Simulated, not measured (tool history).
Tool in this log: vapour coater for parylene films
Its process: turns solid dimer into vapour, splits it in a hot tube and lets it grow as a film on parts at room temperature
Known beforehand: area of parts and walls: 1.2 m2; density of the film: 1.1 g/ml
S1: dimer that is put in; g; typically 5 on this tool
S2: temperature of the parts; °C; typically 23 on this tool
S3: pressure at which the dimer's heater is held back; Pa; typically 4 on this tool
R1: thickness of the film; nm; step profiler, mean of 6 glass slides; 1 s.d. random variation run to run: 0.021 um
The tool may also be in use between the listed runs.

run    hour  S1  S2     S3    R1
  1       0   5  23      4  1780
  2    32.4   5  23      4  1760
  3    86.4   5  23      4  1730
  4     132   5  23      4  1670
  5   156.1   5  23      4  1690
  6   208.2   5  23      4  1630
  7   242.8   5  23      4  1590
  8   265.6   5  18      4  2020
      299.3  -- trap's valve overhauled
  9     301   5  18      4  2270
 10   343.7   5  18      4  2230
 11   382.3   5  18      4  2220
 12   411.4   5  18      4  2180
 13   463.9   5  18   3.95  2150
 14   505.1   5  18   2.23  2120
 15     536   5  18   2.23  2180
 16   586.5   5  18   2.23  2090
        598  -- trap's valve overhauled
 17   629.5   5  18   2.23  2360
 18   675.6   5  18   2.23  2320
 19   726.9   6  23      4  2030
 20   754.6   5  23   5.69  1630
 21   788.7   5  16      4  2330
 22   838.8   5  16      4  2220
 23   878.2   5  23      4  1550
      897.4  -- trap's valve overhauled
 24   905.9   5  23      4  1820
 25   956.8   3  23      4  1060
 26   998.9   3  23   4.52  1070
 27  1041.7   3  23   4.52  1010
 28  1085.7   3  33    2.4   650
 29  1142.6   6  21   6.91  2060
 30  1176.3   6  21   6.91  2050
     1195.4  -- trap's valve overhauled
 31  1219.9   6  21   6.91  2270
 32    1274   4  25   2.49  1320
 33    1312   4  25   2.49  1300
 34  1345.1   4  25   3.49  1230
 35  1371.9   7  21  11.66  2370
 36  1406.6   5  23   8.87  1560
 37  1454.9   5  23   8.87  1530
 38  1484.1   5  24    4.5  1500
     1495.5  -- trap's valve overhauled
 39  1537.9   5  24    4.5  1700
 40  1572.1   3  21   3.09  1190
 41    1607   7  23   8.02  2270
 42  1636.4   8  16   4.63  3820
 43  1689.4   8  16   4.63  3740
 44  1727.7   3  30   4.63   690
 45  1752.4   3  19   4.63  1180
       1787  -- table's thermometer calibrated
     1795.5  -- trap's valve overhauled
 46  1796.2   5  23   7.59  1680
 47  1831.8   3  28      4   830

Below are 3 alternative next runs, each starting from the tool's condition after run 47. Predict each:
  A  1880.5   5  25     4   ?
  B  1880.5   5  23  2.62   ?
  C  1880.5   3  32  7.37   ?

run    R1
  A  1590
  B  1760
  C   660
Had the tool no hidden state, the same runs would have come out as:
run    R1
  A  1640
  B  1820
  C   680

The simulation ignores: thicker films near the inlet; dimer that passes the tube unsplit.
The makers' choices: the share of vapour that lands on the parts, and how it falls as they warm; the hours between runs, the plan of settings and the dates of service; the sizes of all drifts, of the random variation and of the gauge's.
